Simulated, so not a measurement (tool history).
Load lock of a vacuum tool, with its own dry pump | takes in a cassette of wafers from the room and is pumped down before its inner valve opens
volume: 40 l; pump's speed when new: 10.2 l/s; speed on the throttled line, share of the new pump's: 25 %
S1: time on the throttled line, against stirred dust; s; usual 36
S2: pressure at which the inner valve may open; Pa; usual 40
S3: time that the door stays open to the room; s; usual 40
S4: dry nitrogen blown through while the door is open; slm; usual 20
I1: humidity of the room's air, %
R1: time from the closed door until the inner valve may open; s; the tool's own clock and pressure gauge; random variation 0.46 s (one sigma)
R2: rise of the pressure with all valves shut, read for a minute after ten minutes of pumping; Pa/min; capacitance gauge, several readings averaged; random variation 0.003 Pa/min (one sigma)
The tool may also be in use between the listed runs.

Run 1, day 0.000: usual settings; I1 45.1. Result: R1 62.0 s, R2 0.359 Pa/min.
Run 2, day 9.646: usual settings; I1 46.8. Result: R1 61.3 s, R2 0.359 Pa/min.
Run 3, day 17.796: usual settings but S3 47 s; I1 44.6. Result: R1 61.7 s, R2 0.369 Pa/min.
Run 4, day 29.700: usual settings but S1 31 s, S3 47 s; I1 41.6. Result: R1 58.3 s, R2 0.381 Pa/min.
Run 5, day 41.275: usual settings; I1 42.7. Result: R1 61.3 s, R2 0.387 Pa/min.
Run 6, day 49.654: usual settings; I1 45.8. Result: R1 61.8 s, R2 0.396 Pa/min.
Run 7, day 56.854: usual settings; I1 45.9. Result: R1 62.4 s, R2 0.407 Pa/min.
Run 8, day 62.333: usual settings; I1 45.6. Result: R1 62.3 s, R2 0.413 Pa/min.
Run 9, day 68.258: usual settings but S4 17 slm; I1 46.2. Result: R1 61.4 s, R2 0.431 Pa/min.
At day 77.188: door's seal changed, seat wiped.
Run 10, day 78.029: usual settings but S4 17 slm; I1 42.9. Result: R1 61.8 s, R2 0.035 Pa/min.
Run 11, day 85.958: usual settings but S4 17 slm; I1 45.7. Result: R1 61.0 s, R2 0.032 Pa/min.
Run 12, day 97.996: usual settings but S2 65 Pa; I1 45.8. Result: R1 59.7 s, R2 0.036 Pa/min.
Run 13, day 103.508: usual settings but S1 61 s, S2 67 Pa, S3 26 s, S4 30 slm; I1 42.6. Result: R1 77.4 s, R2 0.025 Pa/min.
Run 14, day 115.775: usual settings but S1 61 s, S2 67 Pa, S3 26 s, S4 30 slm; I1 45.3. Result: R1 78.0 s, R2 0.031 Pa/min.
Run 15, day 124.817: usual settings but S1 37 s, S4 14 slm; I1 46.2. Result: R1 63.1 s, R2 0.045 Pa/min.
Run 16, day 133.433: usual settings but S1 31 s, S3 36 s, S4 14 slm; I1 43.8. Result: R1 59.2 s, R2 0.047 Pa/min.
Run 17, day 141.825: usual settings but S1 31 s, S3 36 s, S4 14 slm; I1 43.8. Result: R1 59.2 s, R2 0.049 Pa/min.
Run 18, day 152.504: usual settings but S1 31 s, S3 36 s, S4 14 slm; I1 43.8. Result: R1 59.3 s, R2 0.042 Pa/min.
Run 19, day 165.150: usual settings but S1 31 s, S2 39 Pa, S3 36 s, S4 14 slm; I1 47.4. Result: R1 59.4 s, R2 0.059 Pa/min.
Run 20, day 173.871: usual settings but S2 69 Pa, S4 9 slm; I1 43.2. Result: R1 60.9 s, R2 0.071 Pa/min.
Run 21, day 183.029: usual settings but S1 25 s, S2 56 Pa, S4 43 slm; I1 45.9. Result: R1 52.8 s, R2 0.049 Pa/min.
Run 22, day 189.704: usual settings but S1 25 s, S2 56 Pa, S4 43 slm; I1 48.0. Result: R1 54.4 s, R2 0.050 Pa/min.

Measured less the same run without the tool's hidden state. The same run-to-run variation is in both; the gauge's scatter may not be:
The hidden state here: pump's speed, % of a new pump's; leak at the door's seal, Pa l/s; drift of the gauge itself on ready_s, %; drift of the gauge itself on rise_pa_min, %.
run    R1      R2
  1  +3.6  +0.326
  2  +3.6  +0.331
  3  +3.7  +0.339
  4  +3.9  +0.350
  5  +3.8  +0.358
  6  +3.9  +0.369
  7  +4.0  +0.372
  8  +4.0  +0.379
  9  +4.0  +0.397
 10  +4.1  +0.001
 11  +4.1  +0.003
 12  +3.9  +0.006
 13  +2.6  +0.006
 14  +2.8  +0.010
 15  +4.5  +0.011
 16  +4.9  +0.015
 17  +5.0  +0.017
 18  +5.1  +0.019
 19  +5.2  +0.023
 20  +4.5  +0.026
 21  +5.3  +0.029
 22  +5.5  +0.031

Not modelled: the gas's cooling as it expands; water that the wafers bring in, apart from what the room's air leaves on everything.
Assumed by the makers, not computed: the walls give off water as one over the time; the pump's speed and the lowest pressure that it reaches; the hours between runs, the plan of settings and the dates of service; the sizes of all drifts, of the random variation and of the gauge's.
